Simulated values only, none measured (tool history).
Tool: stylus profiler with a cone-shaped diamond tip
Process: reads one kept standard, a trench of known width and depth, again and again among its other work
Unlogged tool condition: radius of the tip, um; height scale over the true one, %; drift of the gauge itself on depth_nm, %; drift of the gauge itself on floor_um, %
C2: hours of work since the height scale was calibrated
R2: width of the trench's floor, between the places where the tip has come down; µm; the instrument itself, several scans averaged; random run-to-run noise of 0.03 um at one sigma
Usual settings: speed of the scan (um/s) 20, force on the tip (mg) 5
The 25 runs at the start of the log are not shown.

run 26 hour=1255.6 | speed_of_the_scan_(um/s)=37 force_on_the_tip_(mg)=5 | scans_with_this_tip=18880 C2=349 | depth_of_the_trench_(Å)=10279.4 R2=94.82
run 27 hour=1317.6 | speed_of_the_scan_(um/s)=67 force_on_the_tip_(mg)=3.16 | scans_with_this_tip=19248 C2=384 | depth_of_the_trench_(Å)=10209 R2=94.64
run 28 hour=1364 | speed_of_the_scan_(um/s)=24 force_on_the_tip_(mg)=4.76 | scans_with_this_tip=19524 C2=410 | depth_of_the_trench_(Å)=10274.2 R2=94.81
run 29 hour=1420.3 | speed_of_the_scan_(um/s)=5 force_on_the_tip_(mg)=3.7 | scans_with_this_tip=19859 C2=442 | depth_of_the_trench_(Å)=10233.2 R2=94.8
run 30 hour=1491 | speed_of_the_scan_(um/s)=6 force_on_the_tip_(mg)=2.27 | scans_with_this_tip=20278 C2=482 | depth_of_the_trench_(Å)=10170.5 R2=94.81
run 31 hour=1548.5 | speed_of_the_scan_(um/s)=8 force_on_the_tip_(mg)=5 | scans_with_this_tip=20620 C2=514 | depth_of_the_trench_(Å)=10284.7 R2=94.84
run 32 hour=1589.8 | speed_of_the_scan_(um/s)=8 force_on_the_tip_(mg)=5 | scans_with_this_tip=20866 C2=537 | depth_of_the_trench_(Å)=10283.4 R2=94.79
run 33 hour=1655.8 | speed_of_the_scan_(um/s)=8 force_on_the_tip_(mg)=2.52 | scans_with_this_tip=21258 C2=575 | depth_of_the_trench_(Å)=10183.4 R2=94.71
run 34 hour=1721.2 | speed_of_the_scan_(um/s)=22 force_on_the_tip_(mg)=3.96 | scans_with_this_tip=21646 C2=612 | depth_of_the_trench_(Å)=10242.7 R2=94.66
run 35 hour=1759.4 | speed_of_the_scan_(um/s)=22 force_on_the_tip_(mg)=3.96 | scans_with_this_tip=21873 C2=633 | depth_of_the_trench_(Å)=10245.5 R2=94.73
run 36 hour=1795.3 | speed_of_the_scan_(um/s)=6 force_on_the_tip_(mg)=10.69 | scans_with_this_tip=22086 C2=653 | depth_of_the_trench_(Å)=10466.2 R2=94.77
run 37 hour=1824 | speed_of_the_scan_(um/s)=13 force_on_the_tip_(mg)=5 | scans_with_this_tip=22257 C2=670 | depth_of_the_trench_(Å)=10282.3 R2=94.72
run 38 hour=1861.3 | speed_of_the_scan_(um/s)=13 force_on_the_tip_(mg)=5 | scans_with_this_tip=22478 C2=691 | depth_of_the_trench_(Å)=10285.7 R2=94.71
run 39 hour=1895.5 | speed_of_the_scan_(um/s)=62 force_on_the_tip_(mg)=4.42 | scans_with_this_tip=22682 C2=710 | depth_of_the_trench_(Å)=10266.9 R2=94.49
run 40 hour=1928.9 | speed_of_the_scan_(um/s)=6 force_on_the_tip_(mg)=1.91 | scans_with_this_tip=22880 C2=729 | depth_of_the_trench_(Å)=10159.7 R2=94.69
run 41 hour=1965.7 | speed_of_the_scan_(um/s)=10 force_on_the_tip_(mg)=1.91 | scans_with_this_tip=23099 C2=750 | depth_of_the_trench_(Å)=10159.5 R2=94.66
run 42 hour=2034 | speed_of_the_scan_(um/s)=17 force_on_the_tip_(mg)=7.14 | scans_with_this_tip=23505 C2=788 | depth_of_the_trench_(Å)=10363.3 R2=94.64
run 43 hour=2075.9 | speed_of_the_scan_(um/s)=12 force_on_the_tip_(mg)=5 | scans_with_this_tip=23753 C2=812 | depth_of_the_trench_(Å)=10286.2 R2=94.62
run 44 hour=2144.6 | speed_of_the_scan_(um/s)=35 force_on_the_tip_(mg)=5 | scans_with_this_tip=24162 C2=851 | depth_of_the_trench_(Å)=10287.6 R2=94.56
run 45 hour=2208.4 | speed_of_the_scan_(um/s)=17 force_on_the_tip_(mg)=6.73 | scans_with_this_tip=24540 C2=887 | depth_of_the_trench_(Å)=10351.5 R2=94.52
run 46 hour=2255.4 | speed_of_the_scan_(um/s)=22 force_on_the_tip_(mg)=2.08 | scans_with_this_tip=24820 C2=913 | depth_of_the_trench_(Å)=10167.8 R2=94.53

Below are 4 alternative next runs, each starting from the tool's condition after run 46. Predict each:
run A hour=2324.8 | speed_of_the_scan_(um/s)=11 force_on_the_tip_(mg)=4.09 | scans_with_this_tip=25232 C2=952 | depth_of_the_trench_(Å)=? R2=?
run B hour=2324.8 | speed_of_the_scan_(um/s)=23 force_on_the_tip_(mg)=2.1 | scans_with_this_tip=25232 C2=952 | depth_of_the_trench_(Å)=? R2=?
run C hour=2324.8 | speed_of_the_scan_(um/s)=65 force_on_the_tip_(mg)=5.65 | scans_with_this_tip=25232 C2=952 | depth_of_the_trench_(Å)=? R2=?
run D hour=2324.8 | speed_of_the_scan_(um/s)=64 force_on_the_tip_(mg)=5.75 | scans_with_this_tip=25232 C2=952 | depth_of_the_trench_(Å)=? R2=?

run=A depth_of_the_trench_(Å)=10257.9 R2=94.55
run=B depth_of_the_trench_(Å)=10170.5 R2=94.47
run=C depth_of_the_trench_(Å)=10316 R2=94.36
run=D depth_of_the_trench_(Å)=10322.7 R2=94.36
Without the tool's hidden state the same runs would have given:
run=A depth_of_the_trench_(Å)=10238.1 R2=95.95
run=B depth_of_the_trench_(Å)=10150.9 R2=95.87
run=C depth_of_the_trench_(Å)=10296.1 R2=95.77
run=D depth_of_the_trench_(Å)=10302.9 R2=95.77
